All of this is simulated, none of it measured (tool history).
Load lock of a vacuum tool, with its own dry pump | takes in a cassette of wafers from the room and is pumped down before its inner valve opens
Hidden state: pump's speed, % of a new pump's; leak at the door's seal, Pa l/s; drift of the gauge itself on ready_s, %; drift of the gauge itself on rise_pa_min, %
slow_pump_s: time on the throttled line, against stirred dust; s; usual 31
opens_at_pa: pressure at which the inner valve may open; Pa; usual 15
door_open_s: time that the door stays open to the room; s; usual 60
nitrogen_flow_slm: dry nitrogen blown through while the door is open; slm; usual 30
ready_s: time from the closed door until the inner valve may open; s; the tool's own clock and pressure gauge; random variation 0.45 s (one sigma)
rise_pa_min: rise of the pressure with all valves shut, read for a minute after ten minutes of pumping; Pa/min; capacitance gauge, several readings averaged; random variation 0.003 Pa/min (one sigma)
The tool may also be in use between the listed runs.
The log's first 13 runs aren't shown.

run	hour	slow_pump_s	opens_at_pa	door_open_s	nitrogen_flow_slm	hours that the pump has run since its overhaul	times that the door has closed on its seal	incoming humidity of the room's air, %	ready_s	rise_pa_min
14	3594.7	39	15	60	30	5141	16809	48.3	64	0.047
15	3860.3	39	15	60	30	5407	17886	47.4	65.4	0.052
16	4268.2	31	15	60	17	5815	19541	43.1	59.3	0.055
17	4491	31	15	60	17	6038	20445	43.5	58.1	0.066
18	4744.4	31	15	60	30	6291	21473	45.9	58.7	0.062
19	5050	31	15	60	30	6597	22712	46.3	59.2	0.061
20	5490.8	19	15	60	30	7037	24501	41.9	49.6	0.065
21	5684	19	15	60	30	7231	25285	46.1	49.8	0.079
22	5979.6	31	29	60	17	7526	26484	42.3	58.2	0.083
23	6335.9	31	29	60	17	7883	27929	45.2	57.6	0.083
24	6531.2	23	15	60	13	8078	28722	44.7	53.7	0.092
25	6977.8	31	27	60	7	8525	30534	42.4	57.5	0.106
26	7263.8	37	15	60	25	8811	31694	43.5	65.8	0.099
27	7678.3	29	15	138	28	9225	33375	41.3	59.3	0.109
28	7884.9	29	15	105	28	9432	34213	45.5	58.8	0.113
29	8129.5	25	14	121	10	9676	35206	43.2	56.2	0.136
30	8516.4	18	11	48	10	10063	36776	50.5	52.6	0.13
31	8758.4	45	13	79	5	10305	37757	47	75.1	0.152
32	9167.5	45	13	79	5	10714	39417	48.5	74	0.163
33	9604.4	18	16	60	30	11151	41189	43.1	51.3	0.131
34	9843.2	18	16	60	30	11390	42158	46.8	51.6	0.14
35	10074.2	18	16	114	30	11621	43095	46.8	52.4	0.149
36	10299.8	18	16	114	30	11847	44011	45.2	52.4	0.154
37	10641.6	16	15	42	6	12188	45397	46.6	52.9	0.165

Forecast each of these 3 alternatives for the next run:
A	11027.4	20	29	42	13	12574	46962	46.2	?	?
B	11027.4	16	15	27	6	12574	46962	45	?	?
C	11027.4	39	15	60	30	12574	46962	45.6	?	?

run	ready_s	rise_pa_min
A	51.9	0.171
B	52.8	0.168
C	70.3	0.161
Without the tool's hidden state the same runs would have given:
run	ready_s	rise_pa_min
A	43.9	0.025
B	43.7	0.024
C	62.6	0.016
